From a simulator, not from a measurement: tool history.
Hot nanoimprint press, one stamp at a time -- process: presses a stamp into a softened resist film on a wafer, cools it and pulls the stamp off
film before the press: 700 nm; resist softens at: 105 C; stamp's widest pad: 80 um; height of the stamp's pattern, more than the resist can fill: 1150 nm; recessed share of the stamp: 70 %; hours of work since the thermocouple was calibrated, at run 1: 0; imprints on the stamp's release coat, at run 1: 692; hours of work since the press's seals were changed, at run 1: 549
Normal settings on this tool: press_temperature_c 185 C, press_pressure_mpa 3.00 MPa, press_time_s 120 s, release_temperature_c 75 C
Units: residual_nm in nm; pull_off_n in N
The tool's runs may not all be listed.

run	hour	press_temperature_c	press_pressure_mpa	press_time_s	release_temperature_c	hours of work since the thermocouple was calibrated	imprints on the stamp's release coat	hours of work since the press's seals were changed	residual_nm	pull_off_n
1	0.0	185	3.00	120	75	0	692	549	399.0	125
2	51.2	185	3.00	120	75	29	864	577	394.6	139
3	112.6	185	3.00	120	75	63	1069	612	394.9	133
4	181.4	185	3.00	120	75	101	1299	650	401.1	143
5	214.2	185	3.00	120	75	120	1409	668	393.8	146
6	277.9	185	3.00	120	75	155	1622	704	396.3	148
# hour 311.3: stamp cleaned and given a new release coat
7	329.9	185	3.00	120	75	181	62	730	392.1	122
8	376.9	185	3.00	120	75	207	219	756	392.7	119
9	433.1	185	3.00	120	75	239	407	787	389.4	131
10	463.9	185	3.00	120	75	256	510	805	390.5	126
11	520.6	185	3.00	120	75	288	700	836	392.7	133
12	566.8	185	3.00	120	75	313	854	862	386.7	131
# hour 587.3: press's hydraulic seals changed and the load cell set to zero
13	608.4	185	3.00	120	75	332	967	12	385.3	133
14	664.1	187	3.00	120	75	363	1153	43	350.9	140
15	719.4	187	3.00	120	75	394	1338	74	351.2	141
16	748.8	185	2.21	76	78	411	1437	90	482.0	128
17	807.9	185	2.37	77	78	444	1634	123	467.2	129
# hour 829.0: plate thermocouple calibrated
# hour 840.9: stamp cleaned and given a new release coat
18	855.7	185	2.37	77	77	12	49	145	463.3	112
19	913.9	185	2.37	77	77	44	244	177	460.4	115
20	981.8	193	2.37	85	79	82	471	215	336.3	116
21	1029.6	176	2.65	71	73	109	631	242	574.3	127
22	1077.0	185	3.00	166	75	135	790	269	326.3	130
23	1111.6	185	3.00	166	75	155	905	288	319.4	134
24	1179.5	192	2.45	217	75	193	1133	326	232.5	126
# hour 1196.5: plate thermocouple calibrated, once more
25	1228.4	192	2.45	217	75	18	1286	352	265.5	148
26	1295.8	180	2.25	72	65	55	1512	389	562.1	171
27	1333.7	180	2.63	224	65	77	1638	410	416.1	183
# hour 1362.7: stamp cleaned and given a new release coat
28	1389.0	185	3.00	95	70	104	87	438	428.0	141
29	1442.7	178	1.86	120	75	134	267	468	561.4	122

Take each entry between the runs: how does the hidden state at the last listed run before it differ from the hidden state at the first listed run after it?
Between runs 6 and 7: stamp cleaned and given a new release coat (hour 311.3)
  true temperature over the reading, C: 0.67 -> 0.74; pressure that arrives at the usual setting, %: 96.29 -> 96.17; grip of the stamp's worn release coat, % over a new coat's: 19.3 -> 0.7
  measured result minus the result with no hidden state, residual_nm: -4.4 -> -5.4 nm; pull_off_n: +22 -> -1 N
Between runs 12 and 13: press's hydraulic seals changed and the load cell set to zero (hour 587.3)
  true temperature over the reading, C: 1.17 -> 1.22; pressure that arrives at the usual setting, %: 95.52 -> 99.68; grip of the stamp's worn release coat, % over a new coat's: 10 -> 11.3
  measured result minus the result with no hidden state, residual_nm: -10.7 -> -17.8 nm; pull_off_n: +8 -> +10 N
Between runs 17 and 18: plate thermocouple calibrated (hour 829.0); stamp cleaned and given a new release coat (hour 840.9)
  true temperature over the reading, C: 1.56 -> 2.09; pressure that arrives at the usual setting, %: 99.14 -> 99.03; grip of the stamp's worn release coat, % over a new coat's: 19.4 -> 0.6
  measured result minus the result with no hidden state, residual_nm: -21.1 -> -28.7 nm; pull_off_n: +17 -> -5 N
Between runs 24 and 25: plate thermocouple calibrated, once more (hour 1196.5)
  true temperature over the reading, C: 2.68 -> 0.12; pressure that arrives at the usual setting, %: 98.15 -> 98.02; grip of the stamp's worn release coat, % over a new coat's: 13.3 -> 15.2
  measured result minus the result with no hidden state, residual_nm: -26.9 -> +0.7 nm; pull_off_n: +8 -> +19 N
Between runs 27 and 28: stamp cleaned and given a new release coat (hour 1362.7)
  true temperature over the reading, C: 0.3 -> 0.39; pressure that arrives at the usual setting, %: 97.75 -> 97.6; grip of the stamp's worn release coat, % over a new coat's: 19.5 -> 1
  measured result minus the result with no hidden state, residual_nm: -1.8 -> -2.2 nm; pull_off_n: +29 -> +1 N
